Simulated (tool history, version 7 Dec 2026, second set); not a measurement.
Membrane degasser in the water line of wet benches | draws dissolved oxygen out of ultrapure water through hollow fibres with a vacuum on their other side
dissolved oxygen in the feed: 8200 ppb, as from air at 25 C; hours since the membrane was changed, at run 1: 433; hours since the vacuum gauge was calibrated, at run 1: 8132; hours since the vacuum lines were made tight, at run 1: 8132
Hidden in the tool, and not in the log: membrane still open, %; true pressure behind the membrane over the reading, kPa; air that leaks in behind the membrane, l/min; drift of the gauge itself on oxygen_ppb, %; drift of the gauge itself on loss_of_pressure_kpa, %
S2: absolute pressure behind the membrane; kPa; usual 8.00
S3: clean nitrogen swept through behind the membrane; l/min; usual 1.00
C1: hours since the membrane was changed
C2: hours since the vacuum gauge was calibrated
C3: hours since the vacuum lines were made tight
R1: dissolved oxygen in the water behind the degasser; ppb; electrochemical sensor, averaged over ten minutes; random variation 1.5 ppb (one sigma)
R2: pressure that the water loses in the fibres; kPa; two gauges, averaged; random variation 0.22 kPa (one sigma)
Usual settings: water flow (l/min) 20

Run 1, hour 0.0: usual settings; C1 433; C2 8132; C3 8132. Result: R1 214.2 ppb, R2 54.12 kPa.
Run 2, hour 38.1: usual settings; C1 472; C2 8170; C3 8170. Result: R1 219.3 ppb, R2 54.76 kPa.
Run 3, hour 90.2: usual settings but water flow (l/min) 16; C1 524; C2 8222; C3 8222. Result: R1 176.1 ppb, R2 43.58 kPa.
Run 4, hour 138.2: usual settings; C1 572; C2 8270; C3 8270. Result: R1 218.3 ppb, R2 54.46 kPa.
Run 5, hour 171.6: usual settings; C1 605; C2 8304; C3 8304. Result: R1 216.0 ppb, R2 54.01 kPa.
Run 6, hour 198.5: usual settings but water flow (l/min) 25; C1 632; C2 8331; C3 8331. Result: R1 269.3 ppb, R2 68.23 kPa.
At hour 227.5: vacuum gauge calibrated.
At hour 229.5: seals of the vacuum lines changed.
Run 7, hour 262.2: usual settings; C1 693; C2 33; C3 33. Result: R1 218.1 ppb, R2 54.02 kPa.
Run 8, hour 302.6: usual settings; C1 734; C2 73; C3 73. Result: R1 217.0 ppb, R2 54.57 kPa.
Run 9, hour 352.8: usual settings but S3 0.99 l/min; C1 784; C2 123; C3 123. Result: R1 217.1 ppb, R2 54.29 kPa.
Run 10, hour 405.3: usual settings but S2 6.67 kPa, S3 0.99 l/min; C1 836; C2 176; C3 176. Result: R1 160.8 ppb, R2 54.99 kPa.
Run 11, hour 460.9: usual settings but water flow (l/min) 19, S2 6.67 kPa, S3 0.99 l/min; C1 892; C2 231; C3 231. Result: R1 152.8 ppb, R2 52.00 kPa.
Run 12, hour 485.9: usual settings but S3 0.42 l/min; C1 917; C2 256; C3 256. Result: R1 436.1 ppb, R2 54.43 kPa.
Run 13, hour 533.6: usual settings but S3 0.42 l/min; C1 965; C2 304; C3 304. Result: R1 433.5 ppb, R2 54.60 kPa.
Run 14, hour 572.1: usual settings but S3 0.42 l/min; C1 1003; C2 343; C3 343. Result: R1 429.2 ppb, R2 54.94 kPa.
Run 15, hour 613.1: usual settings; C1 1044; C2 384; C3 384. Result: R1 214.9 ppb, R2 54.94 kPa.
Run 16, hour 650.4: usual settings; C1 1081; C2 421; C3 421. Result: R1 217.7 ppb, R2 54.69 kPa.
Run 17, hour 687.1: usual settings; C1 1118; C2 458; C3 458. Result: R1 217.1 ppb, R2 55.02 kPa.
Run 18, hour 722.3: usual settings; C1 1153; C2 493; C3 493. Result: R1 218.1 ppb, R2 55.16 kPa.
Run 19, hour 779.0: usual settings but S2 9.29 kPa; C1 1210; C2 549; C3 549. Result: R1 273.8 ppb, R2 55.06 kPa.
Run 20, hour 825.2: usual settings but water flow (l/min) 12, S3 2.99 l/min; C1 1256; C2 596; C3 596. Result: R1 47.7 ppb, R2 33.14 kPa.
Run 21, hour 887.0: usual settings but S2 6.35 kPa, S3 1.16 l/min; C1 1318; C2 657; C3 657. Result: R1 128.0 ppb, R2 54.92 kPa.
Run 22, hour 917.6: usual settings but S2 6.35 kPa, S3 1.16 l/min; C1 1349; C2 688; C3 688. Result: R1 129.5 ppb, R2 55.28 kPa.
Run 23, hour 965.6: usual settings but S2 6.35 kPa, S3 1.16 l/min; C1 1397; C2 736; C3 736. Result: R1 127.9 ppb, R2 55.38 kPa.
Run 24, hour 1025.7: usual settings but S2 18.31 kPa, S3 1.16 l/min; C1 1457; C2 796; C3 796. Result: R1 560.1 ppb, R2 55.63 kPa.
Run 25, hour 1054.0: usual settings but water flow (l/min) 12, S2 18.58 kPa, S3 2.44 l/min; C1 1485; C2 825; C3 825. Result: R1 180.5 ppb, R2 33.41 kPa.
Run 26, hour 1096.3: usual settings but water flow (l/min) 14, S2 18.58 kPa, S3 2.44 l/min; C1 1527; C2 867; C3 867. Result: R1 211.6 ppb, R2 38.86 kPa.
Run 27, hour 1146.6: usual settings but water flow (l/min) 13, S3 0.97 l/min; C1 1578; C2 917; C3 917. Result: R1 149.1 ppb, R2 36.43 kPa.
Run 28, hour 1184.6: usual settings but water flow (l/min) 19, S2 6.38 kPa, S3 0.52 l/min; C1 1616; C2 955; C3 955. Result: R1 236.4 ppb, R2 53.07 kPa.
Run 29, hour 1215.1: usual settings but S2 6.14 kPa, S3 2.08 l/min; C1 1646; C2 986; C3 986. Result: R1 73.1 ppb, R2 55.80 kPa.

Forecast each of these 4 alternatives for the next run:
At hour 1240.6: gauge calibrated.
Run A, hour 1241.3: usual settings but water flow (l/min) 18, S2 11.84 kPa, S3 2.08 l/min; C1 1672; C2 1012; C3 1012. Result: R1 ?, R2 ?.
At hour 1240.6: gauge calibrated.
Run B, hour 1241.3: usual settings but water flow (l/min) 21; C1 1672; C2 1012; C3 1012. Result: R1 ?, R2 ?.
At hour 1240.6: gauge calibrated.
Run C, hour 1241.3: usual settings but water flow (l/min) 25, S2 8.22 kPa, S3 0.85 l/min; C1 1672; C2 1012; C3 1012. Result: R1 ?, R2 ?.
At hour 1240.6: gauge calibrated.
Run D, hour 1241.3: usual settings but water flow (l/min) 17, S2 6.14 kPa, S3 2.08 l/min; C1 1672; C2 1012; C3 1012. Result: R1 ?, R2 ?.

run     R1     R2
  A  181.6  48.69
  B  226.0  56.93
  C  315.5  67.74
  D   60.6  45.92
Without the tool's hidden state the same runs would have given:
run     R1     R2
  A  181.6  48.68
  B  225.9  56.92
  C  315.5  67.73
  D   60.6  45.92
